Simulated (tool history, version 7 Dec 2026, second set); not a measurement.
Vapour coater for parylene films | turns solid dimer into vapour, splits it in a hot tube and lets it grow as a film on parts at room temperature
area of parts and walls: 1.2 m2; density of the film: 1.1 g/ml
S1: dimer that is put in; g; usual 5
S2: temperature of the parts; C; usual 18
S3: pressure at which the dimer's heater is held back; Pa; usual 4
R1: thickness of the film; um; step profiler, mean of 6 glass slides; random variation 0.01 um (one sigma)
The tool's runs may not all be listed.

run 1 hour=0 | S1=5 S2=18 S3=4 | R1=1.67
run 2 hour=31 | S1=5 S2=18 S3=4 | R1=1.67
run 3 hour=60.3 | S1=5 S2=18 S3=4 | R1=1.66
run 4 hour=89.4 | S1=5 S2=18 S3=4 | R1=1.65
run 5 hour=135 | S1=5 S2=18 S3=4 | R1=1.65
run 6 hour=183.9 | S1=5 S2=18 S3=4 | R1=1.65
run 7 hour=213.6 | S1=5 S2=18 S3=4 | R1=1.63
run 8 hour=263.1 | S1=5 S2=18 S3=4 | R1=1.61
-- hour=283 trap's valve overhauled
run 9 hour=301 | S1=5 S2=18 S3=4 | R1=1.57
run 10 hour=351.1 | S1=5 S2=18 S3=4 | R1=1.55
run 11 hour=405 | S1=5 S2=18 S3=4 | R1=1.54
-- hour=414.5 trap's valve overhauled, once more
run 12 hour=471 | S1=5 S2=18 S3=4 | R1=1.73
run 13 hour=539 | S1=5 S2=18 S3=4 | R1=1.71
run 14 hour=608.2 | S1=5 S2=12 S3=4 | R1=2.2
run 15 hour=678.7 | S1=5 S2=18 S3=4 | R1=1.68
run 16 hour=716.1 | S1=5 S2=18 S3=4 | R1=1.68
run 17 hour=777.4 | S1=5 S2=12 S3=4 | R1=2.19
run 18 hour=838.1 | S1=5 S2=18 S3=9.28 | R1=1.52
run 19 hour=870.8 | S1=8 S2=18 S3=9.28 | R1=2.39
run 20 hour=904.8 | S1=8 S2=18 S3=9.28 | R1=2.39
run 21 hour=968.5 | S1=5 S2=29 S3=4 | R1=1.02
run 22 hour=999.4 | S1=5 S2=29 S3=4 | R1=0.99
run 23 hour=1052.7 | S1=5 S2=29 S3=4 | R1=1
run 24 hour=1093.1 | S1=5 S2=29 S3=4 | R1=1.01
run 25 hour=1146.2 | S1=5 S2=29 S3=4 | R1=0.99

Run 26 comes next. What will it give?
-- hour=1159.2 trap's valve overhauled
run 26 hour=1185.7 | S1=2 S2=18 S3=2.84 | R1=?

Run 26 gave R1 0.72 um.
Without the tool's hidden state the same run would have given R1 0.74 um.
